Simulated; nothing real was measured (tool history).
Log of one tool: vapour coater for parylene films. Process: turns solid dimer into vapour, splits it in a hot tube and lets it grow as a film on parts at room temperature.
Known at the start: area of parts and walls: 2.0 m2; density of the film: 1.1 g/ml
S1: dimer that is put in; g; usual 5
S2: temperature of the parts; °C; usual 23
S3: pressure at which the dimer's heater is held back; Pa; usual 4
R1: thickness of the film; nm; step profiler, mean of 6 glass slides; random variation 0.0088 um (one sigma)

run 1 day=0 | S1=5 S2=23 S3=4 | R1=1088
run 2 day=0.729 | S1=5 S2=23 S3=4 | R1=1090
run 3 day=1.638 | S1=5 S2=23 S3=4 | R1=1062
run 4 day=2.583 | S1=5 S2=26 S3=4 | R1=974
run 5 day=3.454 | S1=5 S2=21 S3=4 | R1=1158
run 6 day=4.433 | S1=5 S2=21 S3=4 | R1=1157
-- day=4.862 trap's valve overhauled
run 7 day=5.338 | S1=5 S2=21 S3=4 | R1=1316
run 8 day=6.167 | S1=5 S2=20 S3=4 | R1=1385
run 9 day=7.142 | S1=5 S2=20 S3=4 | R1=1354
run 10 day=7.983 | S1=5 S2=20 S3=4 | R1=1360
run 11 day=8.875 | S1=5 S2=16 S3=4 | R1=1582
run 12 day=9.325 | S1=3 S2=23 S3=4 | R1=704
run 13 day=10.238 | S1=3 S2=23 S3=4 | R1=723
run 14 day=11.171 | S1=3 S2=23 S3=4 | R1=718
run 15 day=11.742 | S1=3 S2=23 S3=4 | R1=722
run 16 day=12.221 | S1=5 S2=23 S3=4 | R1=1202
run 17 day=13.25 | S1=5 S2=23 S3=4 | R1=1194
run 18 day=13.946 | S1=5 S2=23 S3=4 | R1=1199
run 19 day=14.879 | S1=5 S2=23 S3=4 | R1=1177
run 20 day=15.662 | S1=5 S2=23 S3=4 | R1=1196
run 21 day=16.242 | S1=5 S2=23 S3=2.49 | R1=1286
run 22 day=16.692 | S1=5 S2=23 S3=2.49 | R1=1288
run 23 day=17.725 | S1=5 S2=23 S3=2.49 | R1=1292
run 24 day=18.662 | S1=5 S2=29 S3=3.94 | R1=950
run 25 day=19.275 | S1=5 S2=29 S3=3.94 | R1=941
run 26 day=19.921 | S1=5 S2=16 S3=3.94 | R1=1522
run 27 day=20.408 | S1=5 S2=35 S3=4 | R1=743
run 28 day=20.9 | S1=7 S2=17 S3=4 | R1=2057
run 29 day=21.617 | S1=7 S2=17 S3=4 | R1=2040
run 30 day=22.442 | S1=3 S2=30 S3=4 | R1=538
run 31 day=23.317 | S1=6 S2=28 S3=9.73 | R1=975
run 32 day=23.821 | S1=6 S2=28 S3=9.73 | R1=990
run 33 day=24.283 | S1=6 S2=16 S3=2.49 | R1=1970
run 34 day=24.992 | S1=6 S2=27 S3=4.83 | R1=1149
run 35 day=25.979 | S1=6 S2=27 S3=4.68 | R1=1150
run 36 day=26.971 | S1=6 S2=27 S3=4.68 | R1=1147
run 37 day=27.488 | S1=5 S2=30 S3=4.98 | R1=853
run 38 day=28.346 | S1=5 S2=30 S3=4.98 | R1=840
run 39 day=29.096 | S1=5 S2=21 S3=9.29 | R1=1060
run 40 day=30.079 | S1=4 S2=18 S3=3.56 | R1=1127

5 ways to go on from here, each from the tool as it stands after run 40. What would each give?
run A day=31.008 | S1=8 S2=21 S3=2.03 | R1=?
run B day=31.008 | S1=4 S2=18 S3=3.36 | R1=?
run C day=31.008 | S1=7 S2=23 S3=4 | R1=?
run D day=31.008 | S1=6 S2=20 S3=4.65 | R1=?
run E day=31.008 | S1=2 S2=18 S3=6.17 | R1=?

run=A R1=2203
run=B R1=1123
run=C R1=1585
run=D R1=1473
run=E R1=505
Without the tool's hidden state the same runs would have given:
run=A R1=2380
run=B R1=1214
run=C R1=1714
run=D R1=1594
run=E R1=546
